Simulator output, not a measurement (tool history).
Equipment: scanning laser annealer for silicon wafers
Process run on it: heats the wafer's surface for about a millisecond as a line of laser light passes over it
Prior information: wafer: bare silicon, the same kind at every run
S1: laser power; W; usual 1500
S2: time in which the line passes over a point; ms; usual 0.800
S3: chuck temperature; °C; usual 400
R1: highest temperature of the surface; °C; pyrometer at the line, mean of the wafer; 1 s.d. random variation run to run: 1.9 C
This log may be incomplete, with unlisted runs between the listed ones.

Run 1, hour 0.0: usual settings. Result: R1 1244 °C.
Run 2, hour 40.9: usual settings but S2 0.743 ms. Result: R1 1209 °C.
Run 3, hour 66.9: usual settings. Result: R1 1242 °C.
Run 4, hour 94.7: usual settings but S2 0.978 ms. Result: R1 1334 °C.
Run 5, hour 143.5: usual settings but S2 0.978 ms. Result: R1 1334 °C.
Run 6, hour 200.5: usual settings but S1 1399 W, S2 0.589 ms. Result: R1 1080 °C.
Run 7, hour 244.3: usual settings but S1 1399 W, S2 0.589 ms. Result: R1 1077 °C.
Run 8, hour 301.2: usual settings but S1 1355 W, S3 383 °C. Result: R1 1147 °C.
Run 9, hour 352.0: usual settings but S1 1316 W, S2 0.905 ms, S3 401 °C. Result: R1 1199 °C.
Run 10, hour 382.7: usual settings but S1 1316 W, S2 0.905 ms, S3 401 °C. Result: R1 1193 °C.

Below are 4 alternative next runs, each starting from the tool's condition after run 10. Predict each:
Run A, hour 407.0: usual settings but S1 1417 W, S2 0.597 ms, S3 416 °C. Result: R1 ?.
Run B, hour 407.0: usual settings. Result: R1 ?.
Run C, hour 407.0: usual settings but S1 1472 W, S3 422 °C. Result: R1 ?.
Run D, hour 407.0: usual settings but S2 0.864 ms, S3 393 °C. Result: R1 ?.

run    R1
  A  1104
  B  1244
  C  1249
  D  1272
With no hidden state in the tool, these same runs would have given:
run    R1
  A  1105
  B  1245
  C  1250
  D  1274

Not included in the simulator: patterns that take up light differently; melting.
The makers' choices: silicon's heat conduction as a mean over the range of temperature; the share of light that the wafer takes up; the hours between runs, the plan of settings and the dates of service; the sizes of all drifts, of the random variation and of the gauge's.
